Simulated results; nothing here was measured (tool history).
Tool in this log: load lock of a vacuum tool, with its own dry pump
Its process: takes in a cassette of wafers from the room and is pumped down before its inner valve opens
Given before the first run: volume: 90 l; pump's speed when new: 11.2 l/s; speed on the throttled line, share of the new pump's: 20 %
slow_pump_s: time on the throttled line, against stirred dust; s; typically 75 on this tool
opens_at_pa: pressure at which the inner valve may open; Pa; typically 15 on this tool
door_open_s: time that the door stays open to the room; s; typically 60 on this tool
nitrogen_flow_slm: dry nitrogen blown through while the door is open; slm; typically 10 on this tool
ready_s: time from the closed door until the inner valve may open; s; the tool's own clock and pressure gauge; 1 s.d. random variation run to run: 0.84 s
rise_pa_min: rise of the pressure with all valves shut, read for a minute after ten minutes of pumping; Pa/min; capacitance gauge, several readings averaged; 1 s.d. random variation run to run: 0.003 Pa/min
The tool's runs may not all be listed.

| run | hour | slow_pump_s | opens_at_pa | door_open_s | nitrogen_flow_slm | incoming humidity of the room's air, % | ready_s | rise_pa_min |
|---|---|---|---|---|---|---|---|---|
| 1 | 0.0 | 75 | 15 | 60 | 10 | 47.1 | 136.6 | 0.066 |
| 2 | 99.9 | 75 | 15 | 60 | 17 | 46.2 | 137.2 | 0.066 |
| 3 | 208.7 | 75 | 15 | 60 | 10 | 44.0 | 137.9 | 0.076 |
| 4 | 371.3 | 75 | 15 | 60 | 10 | 42.5 | 137.4 | 0.082 |
| 5 | 521.4 | 75 | 15 | 60 | 10 | 42.8 | 139.2 | 0.081 |
| 6 | 679.2 | 75 | 15 | 60 | 10 | 44.9 | 137.2 | 0.091 |
| 7 | 851.7 | 75 | 15 | 60 | 10 | 45.7 | 136.3 | 0.095 |
| 8 | 1055.4 | 75 | 15 | 60 | 10 | 46.5 | 136.3 | 0.113 |
| 9 | 1260.8 | 75 | 15 | 61 | 10 | 46.6 | 137.2 | 0.120 |
| 10 | 1437.2 | 107 | 15 | 60 | 10 | 44.7 | 164.1 | 0.130 |
| 11 | 1628.5 | 107 | 15 | 60 | 10 | 41.3 | 161.8 | 0.136 |
| 12 | 1809.5 | 107 | 15 | 60 | 10 | 42.5 | 161.6 | 0.145 |
| 13 | 1969.8 | 107 | 15 | 60 | 10 | 44.9 | 163.7 | 0.153 |
| 14 | 2097.6 | 75 | 15 | 60 | 10 | 45.1 | 138.0 | 0.161 |
| 15 | 2296.1 | 75 | 15 | 60 | 10 | 43.9 | 138.4 | 0.174 |
| 16 | 2391.8 | 75 | 15 | 60 | 14 | 46.7 | 139.2 | 0.178 |
| 17 | 2584.9 | 97 | 12 | 152 | 4 | 45.5 | 157.7 | 0.205 |
| 18 | 2737.4 | 97 | 25 | 152 | 4 | 42.1 | 151.7 | 0.216 |
| 19 | 2923.1 | 97 | 25 | 152 | 4 | 44.6 | 152.2 | 0.234 |
| 20 | 3111.8 | 50 | 15 | 170 | 7 | 42.7 | 119.7 | 0.231 |
| 21 | 3254.2 | 75 | 21 | 60 | 36 | 44.0 | 136.8 | 0.225 |
| 22 | 3370.2 | 75 | 22 | 60 | 36 | 48.5 | 135.1 | 0.232 |
| 23 | 3471.0 | 75 | 10 | 66 | 36 | 43.8 | 143.1 | 0.241 |
| 24 | 3607.6 | 75 | 10 | 66 | 36 | 47.7 | 144.7 | 0.251 |
| 25 | 3728.5 | 125 | 26 | 92 | 5 | 47.6 | 172.1 | 0.269 |
| 26 | 3864.8 | 125 | 26 | 92 | 5 | 45.8 | 174.3 | 0.287 |
| 27 | 4031.6 | 125 | 26 | 92 | 5 | 45.8 | 173.0 | 0.296 |
| 28 | 4122.1 | 75 | 15 | 239 | 10 | 45.0 | 141.5 | 0.311 |
| 29 | 4287.4 | 48 | 19 | 38 | 5 | 44.1 | 116.4 | 0.306 |
| 30 | 4382.5 | 75 | 28 | 60 | 10 | 47.5 | 133.8 | 0.313 |
| 31 | 4523.0 | 53 | 24 | 182 | 16 | 44.5 | 117.7 | 0.322 |

Run 32 comes next. What will it give?
| 32 | 4671.9 | 53 | 24 | 182 | 16 | 42.2 | ? | ? |

ready_s: 118.7 s
rise_pa_min: 0.336 Pa/min
With no hidden state in the tool, this same run would have given ready_s 109.5 s, rise_pa_min 0.018 Pa/min.
